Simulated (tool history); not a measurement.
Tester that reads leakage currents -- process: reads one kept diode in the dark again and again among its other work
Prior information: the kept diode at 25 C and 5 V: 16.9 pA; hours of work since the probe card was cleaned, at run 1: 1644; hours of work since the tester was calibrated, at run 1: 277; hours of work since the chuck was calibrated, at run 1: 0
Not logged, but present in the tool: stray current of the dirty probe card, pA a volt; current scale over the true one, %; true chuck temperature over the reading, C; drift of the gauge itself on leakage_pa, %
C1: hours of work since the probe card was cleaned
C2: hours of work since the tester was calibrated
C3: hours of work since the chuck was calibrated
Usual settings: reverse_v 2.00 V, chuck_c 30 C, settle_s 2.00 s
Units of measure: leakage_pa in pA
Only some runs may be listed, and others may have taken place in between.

Run 1, hour 0.0: usual settings; C1 1644; C2 277; C3 0. Result: leakage_pa 14.66 pA.
Run 2, hour 150.6: usual settings; C1 1709; C2 343; C3 65. Result: leakage_pa 14.77 pA.
Run 3, hour 438.7: usual settings; C1 1834; C2 467; C3 190. Result: leakage_pa 14.77 pA.
At hour 584.8: probe card cleaned and baked.
Run 4, hour 657.1: usual settings; C1 31; C2 561; C3 283. Result: leakage_pa 14.77 pA.
Run 5, hour 882.1: usual settings but settle_s 1.22 s; C1 129; C2 658; C3 381. Result: leakage_pa 14.74 pA.
Run 6, hour 1175.9: usual settings but settle_s 1.22 s; C1 256; C2 786; C3 508. Result: leakage_pa 14.88 pA.
Run 7, hour 1304.7: usual settings; C1 312; C2 841; C3 564. Result: leakage_pa 14.68 pA.
Run 8, hour 1500.7: usual settings but chuck_c 37 C; C1 397; C2 926; C3 649. Result: leakage_pa 24.58 pA.
Run 9, hour 1785.1: usual settings but chuck_c 37 C; C1 520; C2 1050; C3 772. Result: leakage_pa 24.60 pA.
Run 10, hour 1911.7: usual settings but chuck_c 37 C; C1 575; C2 1104; C3 827. Result: leakage_pa 24.72 pA.
Run 11, hour 2085.9: usual settings but chuck_c 37 C; C1 651; C2 1180; C3 903. Result: leakage_pa 24.59 pA.
Run 12, hour 2211.7: usual settings but chuck_c 37 C; C1 705; C2 1235; C3 957. Result: leakage_pa 24.59 pA.
Run 13, hour 2422.4: usual settings but chuck_c 37 C; C1 796; C2 1326; C3 1049. Result: leakage_pa 24.64 pA.
Run 14, hour 2682.0: usual settings but chuck_c 37 C; C1 909; C2 1438; C3 1161. Result: leakage_pa 24.55 pA.
Run 15, hour 2810.4: usual settings but reverse_v 8.59 V, settle_s 3.77 s; C1 965; C2 1494; C3 1217. Result: leakage_pa 34.51 pA.
Run 16, hour 2966.1: usual settings but reverse_v 14.32 V; C1 1032; C2 1561; C3 1284. Result: leakage_pa 48.03 pA.
Run 17, hour 3109.0: usual settings but reverse_v 15.47 V, settle_s 9.78 s; C1 1094; C2 1623; C3 1346. Result: leakage_pa 49.02 pA.
Run 18, hour 3325.1: usual settings but reverse_v 15.47 V, chuck_c 38 C, settle_s 7.89 s; C1 1188; C2 1717; C3 1440. Result: leakage_pa 87.92 pA.
Run 19, hour 3614.6: usual settings but reverse_v 1.07 V, chuck_c 38 C, settle_s 0.32 s; C1 1313; C2 1842; C3 1565. Result: leakage_pa 18.91 pA.
Run 20, hour 3856.5: usual settings but reverse_v 1.07 V, chuck_c 38 C, settle_s 0.32 s; C1 1418; C2 1947; C3 1670. Result: leakage_pa 18.92 pA.
Run 21, hour 3990.0: usual settings but reverse_v 2.17 V, chuck_c 24 C, settle_s 3.19 s; C1 1476; C2 2005; C3 1728. Result: leakage_pa 9.86 pA.
At hour 4181.8: chuck's temperature calibrated.
Run 22, hour 4264.6: usual settings but reverse_v 2.17 V, chuck_c 24 C, settle_s 3.19 s; C1 1594; C2 2123; C3 36. Result: leakage_pa 9.80 pA.
Run 23, hour 4397.3: usual settings but reverse_v 2.17 V, chuck_c 24 C, settle_s 3.19 s; C1 1651; C2 2181; C3 93. Result: leakage_pa 9.75 pA.
Run 24, hour 4562.9: usual settings but reverse_v 2.17 V, chuck_c 24 C, settle_s 3.19 s; C1 1723; C2 2253; C3 165. Result: leakage_pa 9.84 pA.
Run 25, hour 4746.7: usual settings but reverse_v 2.17 V, chuck_c 24 C, settle_s 3.19 s; C1 1803; C2 2332; C3 245. Result: leakage_pa 9.70 pA.
Run 26, hour 4915.4: usual settings but reverse_v 2.17 V, chuck_c 24 C, settle_s 3.19 s; C1 1876; C2 2405; C3 318. Result: leakage_pa 9.69 pA.
At hour 4969.7: probe card cleaned and baked.
Run 27, hour 5149.8: usual settings but reverse_v 11.35 V, chuck_c 23 C; C1 78; C2 2506; C3 418. Result: leakage_pa 24.82 pA.
Run 28, hour 5429.4: usual settings but chuck_c 29 C; C1 199; C2 2627; C3 539. Result: leakage_pa 13.80 pA.

Hidden state at the last listed run before each entry between runs and at the first one after, where it differs:
Logged between run 3 and run 4: probe card cleaned and baked (hour 584.8)
  stray current of the dirty probe card, pA a volt: 0.023 -> 0.02
Logged between run 21 and run 22: chuck's temperature calibrated (hour 4181.8)
  the hidden state is the same at both runs
Logged between run 26 and run 27: probe card cleaned and baked (hour 4969.7)
  stray current of the dirty probe card, pA a volt: 0.023 -> 0.02
